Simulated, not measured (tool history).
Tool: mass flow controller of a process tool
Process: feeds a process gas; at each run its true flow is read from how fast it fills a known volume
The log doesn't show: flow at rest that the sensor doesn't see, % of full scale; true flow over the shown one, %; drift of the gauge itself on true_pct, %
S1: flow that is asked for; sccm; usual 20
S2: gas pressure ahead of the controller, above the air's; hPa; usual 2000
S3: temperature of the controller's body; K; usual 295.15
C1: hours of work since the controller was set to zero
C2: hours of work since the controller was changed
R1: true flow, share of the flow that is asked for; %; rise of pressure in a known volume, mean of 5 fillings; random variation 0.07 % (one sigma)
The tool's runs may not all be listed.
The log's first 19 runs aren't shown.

| run | hour | S1 | S2 | S3 | C1 | C2 | R1 |
|---|---|---|---|---|---|---|---|
| 20 | 1883.7 | 20 | 2000 | 301.15 | 1520 | 1520 | 98.17 |
| 21 | 2011.9 | 5 | 2020 | 301.15 | 1588 | 1588 | 97.42 |
| 22 | 2149.7 | 17 | 2000 | 303.15 | 1661 | 1661 | 98.12 |
| 23 | 2241.9 | 14 | 2680 | 303.15 | 1710 | 1710 | 98.09 |
| 24 | 2321.8 | 8 | 2000 | 312.15 | 1752 | 1752 | 98.04 |
| 25 | 2393.5 | 20 | 2480 | 295.15 | 1790 | 1790 | 97.94 |
| 26 | 2536.4 | 41 | 2000 | 295.15 | 1866 | 1866 | 98.5 |
| 27 | 2657 | 20 | 2000 | 301.15 | 1930 | 1930 | 97.88 |
| 28 | 2793.3 | 26 | 1720 | 295.15 | 2002 | 2002 | 97.69 |
| 29 | 2887 | 8 | 1640 | 299.15 | 2051 | 2051 | 97 |
| 30 | 3034.8 | 12 | 1640 | 307.15 | 2130 | 2130 | 97.65 |
| 31 | 3183.1 | 44 | 1550 | 296.15 | 2208 | 2208 | 98.21 |
| 32 | 3316.1 | 6 | 2040 | 305.15 | 2279 | 2279 | 97.32 |
| 33 | 3430.6 | 16 | 2570 | 295.15 | 2339 | 2339 | 97.5 |

3 ways to go on from here, each from the tool as it stands after run 33. What would each give?
|  | 3437.9 | gauge calibrated |
| A | 3550.9 | 16 | 2020 | 295.15 | 2403 | 2403 | ? |
|  | 3437.9 | gauge calibrated |
| B | 3550.9 | 20 | 2460 | 295.15 | 2403 | 2403 | ? |
|  | 3437.9 | gauge calibrated |
| C | 3550.9 | 20 | 1500 | 295.15 | 2403 | 2403 | ? |

| run | R1 |
|---|---|
| A | 98.35 |
| B | 98.75 |
| C | 98.32 |
Without the tool's hidden state the same runs would have given:
| run | R1 |
|---|---|
| A | 98.38 |
| B | 98.79 |
| C | 98.36 |

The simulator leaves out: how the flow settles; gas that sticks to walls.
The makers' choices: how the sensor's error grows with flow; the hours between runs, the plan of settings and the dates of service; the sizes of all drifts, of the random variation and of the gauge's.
